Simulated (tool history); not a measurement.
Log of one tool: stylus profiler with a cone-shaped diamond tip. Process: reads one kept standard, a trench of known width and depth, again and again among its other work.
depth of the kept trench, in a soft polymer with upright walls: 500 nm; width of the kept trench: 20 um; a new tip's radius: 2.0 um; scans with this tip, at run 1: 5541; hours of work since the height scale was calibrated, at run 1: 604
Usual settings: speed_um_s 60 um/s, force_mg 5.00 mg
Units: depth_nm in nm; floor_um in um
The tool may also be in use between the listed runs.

run    hour  speed_um_s  force_mg  scans with this tip  hours of work since the height scale was calibrated  depth_nm  floor_um
  1     0.0          60      5.00                 5541                                                  604    510.98     16.74
  2    75.5         112      5.00                 5965                                                  650    510.87     16.48
  3   145.4         112      5.00                 6357                                                  693    511.12     16.50
  4   235.1         112      5.00                 6860                                                  747    511.09     16.45
  5   295.8          60      5.00                 7201                                                  785    511.01     16.60
  6   378.9          60      5.00                 7667                                                  835    510.84     16.60
  7   465.1          60      5.00                 8151                                                  888    510.85     16.61
  8   518.2          48      5.00                 8449                                                  921    510.93     16.65
  9   570.4          48      5.00                 8742                                                  953    510.86     16.62
 10   617.1          42      6.92                 9004                                                  981    513.51     16.63
 11   688.8         205      6.38                 9407                                                 1025    512.86     16.01
 12   765.2          37      3.14                 9835                                                 1072    507.42     16.50
 13   830.5          38      9.87                10202                                                 1112    517.24     16.60
 14   896.3          31     13.00                10571                                                 1152    521.21     16.56
 15   967.9          31      4.10                10973                                                 1196    509.20     16.56
 16  1030.5          31      4.10                11324                                                 1234    509.23     16.47

Forecast each of these 4 alternatives for the next run:
     1052.2  -- height scale calibrated on a step standard
  A  1072.8          67      4.10                11559                                                   13         ?         ?
     1052.2  -- height scale calibrated on a step standard
  B  1072.8         240      1.68                11559                                                   13         ?         ?
     1052.2  -- height scale calibrated on a step standard
  C  1072.8          36     11.92                11559                                                   13         ?         ?
     1052.2  -- height scale calibrated on a step standard
  D  1072.8          64      2.99                11559                                                   13         ?         ?

run  depth_nm  floor_um
  A    510.03     16.34
  B    505.55     15.06
  C    520.75     16.52
  D    508.39     16.26
Without the tool's hidden state the same runs would have given:
run  depth_nm  floor_um
  A    510.00     17.10
  B    505.52     15.81
  C    520.72     17.28
  D    508.36     17.02

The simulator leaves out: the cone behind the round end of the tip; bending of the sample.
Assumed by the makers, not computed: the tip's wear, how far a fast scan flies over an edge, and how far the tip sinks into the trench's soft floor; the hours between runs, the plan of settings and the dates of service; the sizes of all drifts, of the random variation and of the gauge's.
